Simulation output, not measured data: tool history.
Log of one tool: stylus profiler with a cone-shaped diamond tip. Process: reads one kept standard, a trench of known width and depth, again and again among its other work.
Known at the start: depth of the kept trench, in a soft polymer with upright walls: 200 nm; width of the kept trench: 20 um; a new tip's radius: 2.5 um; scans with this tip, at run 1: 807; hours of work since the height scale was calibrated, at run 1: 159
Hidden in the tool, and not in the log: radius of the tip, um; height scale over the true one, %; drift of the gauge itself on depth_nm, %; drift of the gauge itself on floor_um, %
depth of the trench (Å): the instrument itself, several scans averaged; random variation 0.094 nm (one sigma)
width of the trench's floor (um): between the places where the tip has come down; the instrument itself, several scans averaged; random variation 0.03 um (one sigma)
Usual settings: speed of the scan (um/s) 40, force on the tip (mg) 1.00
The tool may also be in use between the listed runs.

| run | hour | speed of the scan (um/s) | force on the tip (mg) | scans with this tip | hours of work since the height scale was calibrated | depth of the trench (Å) | width of the trench's floor (um) |
|---|---|---|---|---|---|---|---|
| 1 | 0.0 | 40 | 1.00 | 807 | 159 | 2008.4 | 17.79 |
| 2 | 21.4 | 40 | 1.00 | 878 | 174 | 2009.9 | 17.79 |
| 3 | 38.9 | 40 | 1.00 | 937 | 185 | 2009.1 | 17.81 |
| 4 | 63.2 | 40 | 1.00 | 1019 | 201 | 2010.1 | 17.76 |
| 5 | 78.1 | 40 | 1.00 | 1069 | 211 | 2011.3 | 17.77 |
| 6 | 92.5 | 40 | 1.00 | 1117 | 221 | 2010.0 | 17.74 |
| 7 | 105.2 | 40 | 2.43 | 1159 | 229 | 2017.2 | 17.86 |
| 8 | 117.8 | 40 | 2.43 | 1202 | 238 | 2015.6 | 17.86 |
| 9 | 141.4 | 40 | 2.43 | 1281 | 253 | 2018.4 | 17.87 |
| 10 | 153.8 | 40 | 0.39 | 1322 | 261 | 2005.7 | 17.76 |
| 11 | 164.3 | 40 | 0.39 | 1358 | 268 | 2004.8 | 17.68 |
| 12 | 178.8 | 40 | 0.39 | 1406 | 278 | 2006.1 | 17.64 |
| 13 | 198.9 | 40 | 1.00 | 1474 | 291 | 2012.3 | 17.75 |
| 14 | 217.8 | 40 | 1.00 | 1537 | 304 | 2010.3 | 17.78 |
| 15 | 240.7 | 40 | 1.00 | 1614 | 319 | 2011.6 | 17.67 |
| 16 | 260.3 | 40 | 1.44 | 1680 | 332 | 2013.5 | 17.78 |
| 17 | 272.3 | 40 | 1.44 | 1720 | 340 | 2013.4 | 17.73 |
| 18 | 294.9 | 14 | 1.00 | 1796 | 355 | 2010.4 | 17.87 |
| 19 | 306.7 | 14 | 1.00 | 1835 | 363 | 2011.1 | 17.81 |
| 20 | 322.2 | 11 | 0.86 | 1887 | 373 | 2010.9 | 17.83 |
| 21 | 337.8 | 19 | 2.27 | 1940 | 383 | 2019.1 | 17.85 |
| 22 | 357.9 | 19 | 2.27 | 2007 | 397 | 2019.8 | 17.82 |
| 23 | 372.8 | 40 | 0.94 | 2057 | 407 | 2010.9 | 17.73 |
| 24 | 394.5 | 40 | 0.94 | 2130 | 421 | 2011.6 | 17.72 |
| 25 | 418.4 | 76 | 0.88 | 2210 | 437 | 2011.1 | 17.51 |
|  | 419.9 | height scale calibrated on a step standard |
| 26 | 437.6 | 21 | 2.80 | 2273 | 12 | 2022.8 | 17.81 |
| 27 | 453.9 | 19 | 0.72 | 2327 | 23 | 2011.3 | 17.76 |
| 28 | 469.7 | 40 | 0.41 | 2380 | 33 | 2011.4 | 17.64 |
| 29 | 479.7 | 40 | 0.41 | 2414 | 40 | 2010.3 | 17.63 |
| 30 | 492.7 | 40 | 0.41 | 2458 | 48 | 2008.6 | 17.63 |
|  | 505.3 | height scale calibrated on a step standard, once more |
| 31 | 509.5 | 40 | 0.41 | 2512 | 3 | 2004.5 | 17.59 |
| 32 | 532.0 | 40 | 1.58 | 2588 | 18 | 2013.0 | 17.74 |
| 33 | 543.3 | 152 | 0.36 | 2625 | 25 | 2004.4 | 16.94 |
| 34 | 567.4 | 152 | 0.36 | 2706 | 41 | 2004.9 | 16.90 |
| 35 | 583.9 | 152 | 0.36 | 2762 | 52 | 2004.3 | 16.85 |
| 36 | 601.9 | 22 | 1.57 | 2822 | 64 | 2012.0 | 17.79 |
| 37 | 618.3 | 40 | 1.49 | 2877 | 75 | 2012.9 | 17.68 |
| 38 | 628.3 | 52 | 2.05 | 2910 | 82 | 2013.4 | 17.72 |

4 ways to go on from here, each from the tool as it stands after run 38. What would each give?
| A | 650.4 | 40 | 0.78 | 2985 | 96 | ? | ? |
| B | 650.4 | 40 | 0.77 | 2985 | 96 | ? | ? |
| C | 650.4 | 11 | 2.04 | 2985 | 96 | ? | ? |
| D | 650.4 | 32 | 0.53 | 2985 | 96 | ? | ? |

| run | depth of the trench (Å) | width of the trench's floor (um) |
|---|---|---|
| A | 2008.3 | 17.64 |
| B | 2006.9 | 17.65 |
| C | 2015.3 | 17.82 |
| D | 2005.5 | 17.69 |
Without the tool's hidden state the same runs would have given:
| run | depth of the trench (Å) | width of the trench's floor (um) |
|---|---|---|
| A | 2007.9 | 17.85 |
| B | 2006.5 | 17.87 |
| C | 2014.9 | 18.04 |
| D | 2005.1 | 17.91 |
